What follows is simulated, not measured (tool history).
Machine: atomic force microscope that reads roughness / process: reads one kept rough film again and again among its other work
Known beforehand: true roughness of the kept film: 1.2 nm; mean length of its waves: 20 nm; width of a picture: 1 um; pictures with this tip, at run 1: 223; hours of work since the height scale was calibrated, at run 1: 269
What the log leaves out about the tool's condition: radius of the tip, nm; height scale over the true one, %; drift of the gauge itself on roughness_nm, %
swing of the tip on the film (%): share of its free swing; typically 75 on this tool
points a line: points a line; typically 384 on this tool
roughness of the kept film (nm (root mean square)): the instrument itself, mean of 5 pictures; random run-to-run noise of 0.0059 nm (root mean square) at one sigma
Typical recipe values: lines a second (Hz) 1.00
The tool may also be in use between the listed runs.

run,day,lines a second (Hz),swing of the tip on the film (%),points a line,pictures with this tip,hours of work since the height scale was calibrated,roughness of the kept film (nm (root mean square))
1,0.000,1.00,75,384,223,269,0.928
# day 0.279: new tip fitted
2,1.612,1.00,75,384,60,294,1.014
3,4.417,1.00,75,384,185,336,0.935
# day 5.588: new tip fitted
4,6.488,0.81,75,384,41,367,1.031
5,8.742,0.81,75,384,141,402,0.979
6,10.333,0.81,75,384,212,426,0.942
# day 10.729: new tip fitted
7,12.346,0.81,75,384,72,456,1.004
8,15.108,1.00,75,414,195,498,0.928
# day 16.042: new tip fitted
9,17.188,1.00,75,446,51,529,1.025
10,19.221,1.00,75,446,142,560,0.971
11,20.792,1.00,75,446,212,584,0.925
# day 21.367: new tip fitted
12,23.096,1.00,75,446,77,619,0.997
13,25.458,1.00,75,384,182,655,0.923
# day 25.746: height scale calibrated on a step standard
# day 26.662: new tip fitted
14,27.925,1.00,75,590,57,33,1.017
15,30.312,1.00,75,590,163,69,0.942
# day 31.833: new tip fitted
16,32.025,1.00,75,384,9,95,1.052
17,33.975,1.00,75,384,96,125,0.985
18,36.504,1.00,73,384,209,163,0.914
# day 36.950: new tip fitted
# day 38.804: height scale calibrated on a step standard, once more
19,38.975,1.00,73,384,88,3,1.001
20,41.146,1.00,73,384,185,36,0.945
# day 42.312: new tip fitted
21,43.729,1.80,73,384,63,75,0.996
22,46.150,1.80,73,384,172,111,0.913
# day 47.600: new tip fitted
23,47.600,2.73,75,384,0,133,0.987
24,49.304,2.73,75,384,76,159,0.950
25,50.838,2.73,75,384,145,182,0.905
26,52.383,2.73,75,384,214,206,0.866
# day 52.725: new tip fitted
27,54.821,2.73,75,384,94,243,0.929
28,56.988,2.73,75,384,190,276,0.872
# day 57.850: new tip fitted
29,58.625,2.73,75,384,35,300,0.955
30,61.192,1.84,56,384,149,339,0.973
# day 63.038: new tip fitted
31,63.683,1.00,58,384,28,377,1.072
32,66.425,1.00,75,305,151,419,0.942
33,68.071,1.35,81,837,224,444,0.899
# day 68.246: new tip fitted
34,70.954,1.22,70,397,121,487,0.980
# day 73.475: new tip fitted
35,73.654,2.78,60,397,8,528,1.042
36,75.508,2.59,60,514,90,556,1.006
37,77.179,0.69,68,290,165,581,0.953
# day 78.812: new tip fitted
38,79.500,1.69,68,708,31,616,1.030
39,81.275,1.00,75,476,110,643,0.978

What does the tool deliver on the next run?
40,83.179,1.35,75,476,195,672,?

{"run 40": {"roughness of the kept film (nm (root mean square))": 0.928}}
Without the tool's hidden state the same run would have given roughness of the kept film (nm (root mean square)) 1.065.

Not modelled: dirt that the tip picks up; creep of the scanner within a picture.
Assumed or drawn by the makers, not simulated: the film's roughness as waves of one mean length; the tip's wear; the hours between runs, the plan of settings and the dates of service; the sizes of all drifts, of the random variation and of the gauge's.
